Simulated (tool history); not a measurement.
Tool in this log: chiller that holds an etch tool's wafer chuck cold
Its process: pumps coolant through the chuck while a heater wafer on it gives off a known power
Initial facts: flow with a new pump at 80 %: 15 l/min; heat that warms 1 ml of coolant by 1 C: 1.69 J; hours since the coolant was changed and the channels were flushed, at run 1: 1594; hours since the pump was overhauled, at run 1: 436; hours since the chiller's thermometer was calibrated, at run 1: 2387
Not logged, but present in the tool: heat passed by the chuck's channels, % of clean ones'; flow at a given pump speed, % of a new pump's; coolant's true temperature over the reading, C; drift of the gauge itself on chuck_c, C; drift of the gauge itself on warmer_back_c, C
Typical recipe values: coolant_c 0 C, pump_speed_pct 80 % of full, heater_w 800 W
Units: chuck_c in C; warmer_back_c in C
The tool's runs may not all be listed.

| run | hour | coolant_c | pump_speed_pct | heater_w | hours since the coolant was changed and the channels were flushed | hours since the pump was overhauled | hours since the chiller's thermometer was calibrated | chuck_c | warmer_back_c |
|---|---|---|---|---|---|---|---|---|---|
| 1 | 0.0 | 0 | 80 | 800 | 1594 | 436 | 2387 | 6.78 | 1.87 |
| 2 | 83.1 | 0 | 80 | 800 | 1677 | 519 | 2470 | 6.89 | 1.89 |
| 3 | 185.6 | 0 | 80 | 800 | 1779 | 622 | 2573 | 6.91 | 1.90 |
| 4 | 250.6 | 0 | 80 | 800 | 1844 | 687 | 2638 | 6.97 | 1.92 |
| 5 | 352.1 | 5 | 80 | 800 | 1946 | 788 | 2739 | 12.08 | 1.89 |
| 6 | 414.2 | 0 | 81 | 800 | 2008 | 851 | 2801 | 7.02 | 1.88 |
| 7 | 499.4 | 0 | 81 | 800 | 2093 | 936 | 2887 | 7.18 | 1.82 |
| 8 | 549.7 | 0 | 81 | 800 | 2143 | 986 | 2937 | 7.14 | 1.84 |
| 9 | 630.5 | 0 | 81 | 800 | 2224 | 1067 | 3018 | 7.08 | 1.86 |
| 10 | 696.4 | 0 | 81 | 800 | 2290 | 1133 | 3084 | 7.17 | 1.86 |
| 11 | 767.1 | 0 | 81 | 800 | 2361 | 1203 | 3154 | 7.26 | 1.86 |
| 12 | 849.6 | 0 | 80 | 654 | 2443 | 1286 | 3237 | 6.17 | 1.54 |
|  | 914.1 | gauge calibrated |
| 13 | 955.7 | 0 | 80 | 654 | 2549 | 1392 | 3343 | 5.52 | 1.55 |
| 14 | 1047.3 | -9 | 60 | 1016 | 2641 | 1484 | 3435 | 1.69 | 3.32 |
| 15 | 1142.7 | 3 | 85 | 800 | 2736 | 1579 | 3530 | 9.70 | 1.77 |
| 16 | 1215.9 | -3 | 66 | 420 | 2810 | 1652 | 3603 | 1.22 | 1.21 |
| 17 | 1316.5 | 3 | 68 | 448 | 2910 | 1753 | 3704 | 7.54 | 1.27 |
| 18 | 1422.5 | 3 | 65 | 448 | 3016 | 1859 | 3810 | 7.77 | 1.39 |
| 19 | 1517.8 | 3 | 65 | 448 | 3111 | 1954 | 3905 | 7.81 | 1.32 |
| 20 | 1578.4 | 0 | 65 | 772 | 3172 | 2015 | 3966 | 8.08 | 2.29 |
| 21 | 1630.2 | 4 | 72 | 666 | 3224 | 2067 | 4017 | 10.51 | 1.76 |
| 22 | 1690.5 | 0 | 62 | 442 | 3284 | 2127 | 4078 | 5.06 | 1.37 |
| 23 | 1751.0 | -6 | 80 | 872 | 3345 | 2187 | 4138 | 1.91 | 2.02 |
| 24 | 1813.6 | -6 | 80 | 872 | 3407 | 2250 | 4201 | 1.95 | 2.08 |
| 25 | 1918.7 | -6 | 80 | 872 | 3512 | 2355 | 4306 | 2.15 | 2.04 |

Take each entry between the runs: how does the hidden state at the last listed run before it differ from the hidden state at the first listed run after it?
From run 12 to run 13: gauge calibrated (hour 914.1)
  heat passed by the chuck's channels, % of clean ones': 99.9 -> 99.8; drift of the gauge itself on chuck_c, C: 0.46 -> 0.02
  the result without the hidden state subtracted from the measured one, chuck_c: +0.46 -> +0.02 C

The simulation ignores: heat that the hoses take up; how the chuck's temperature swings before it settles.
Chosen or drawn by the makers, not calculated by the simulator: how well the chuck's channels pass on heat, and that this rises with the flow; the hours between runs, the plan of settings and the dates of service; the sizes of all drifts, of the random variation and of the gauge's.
